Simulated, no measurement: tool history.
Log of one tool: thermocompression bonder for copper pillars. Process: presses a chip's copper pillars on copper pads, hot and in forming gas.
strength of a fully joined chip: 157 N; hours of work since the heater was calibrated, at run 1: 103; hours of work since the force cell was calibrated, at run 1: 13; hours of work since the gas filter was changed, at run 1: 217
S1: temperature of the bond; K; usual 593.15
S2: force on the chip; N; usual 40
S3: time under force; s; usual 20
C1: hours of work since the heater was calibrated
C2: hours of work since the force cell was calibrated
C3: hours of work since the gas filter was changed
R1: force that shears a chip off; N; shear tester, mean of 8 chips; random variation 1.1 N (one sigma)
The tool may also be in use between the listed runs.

run 1 hour=0.0 | S1=593.15 S2=40 S3=20 | C1=103 C2=13 C3=217 | R1=99.6
run 2 hour=53.6 | S1=593.15 S2=40 S3=20 | C1=130 C2=40 C3=244 | R1=97.3
run 3 hour=104.6 | S1=593.15 S2=40 S3=15 | C1=155 C2=65 C3=269 | R1=89.0
run 4 hour=143.9 | S1=593.15 S2=40 S3=15 | C1=175 C2=85 C3=289 | R1=90.0
run 5 hour=185.5 | S1=593.15 S2=40 S3=15 | C1=195 C2=105 C3=309 | R1=90.3
run 6 hour=218.4 | S1=593.15 S2=40 S3=15 | C1=212 C2=122 C3=326 | R1=88.3
run 7 hour=244.5 | S1=593.15 S2=40 S3=15 | C1=224 C2=135 C3=339 | R1=90.5
run 8 hour=293.9 | S1=593.15 S2=40 S3=15 | C1=249 C2=159 C3=363 | R1=89.6
run 9 hour=327.4 | S1=593.15 S2=40 S3=39 | C1=266 C2=176 C3=380 | R1=113.6

Run 10 comes next. What will it give?
run 10 hour=383.7 | S1=619.15 S2=31 S3=39 | C1=294 C2=204 C3=408 | R1=?

{"run 10": {"R1": 118.0}}
Without the tool's hidden state the same run would have given R1 125.2 N.
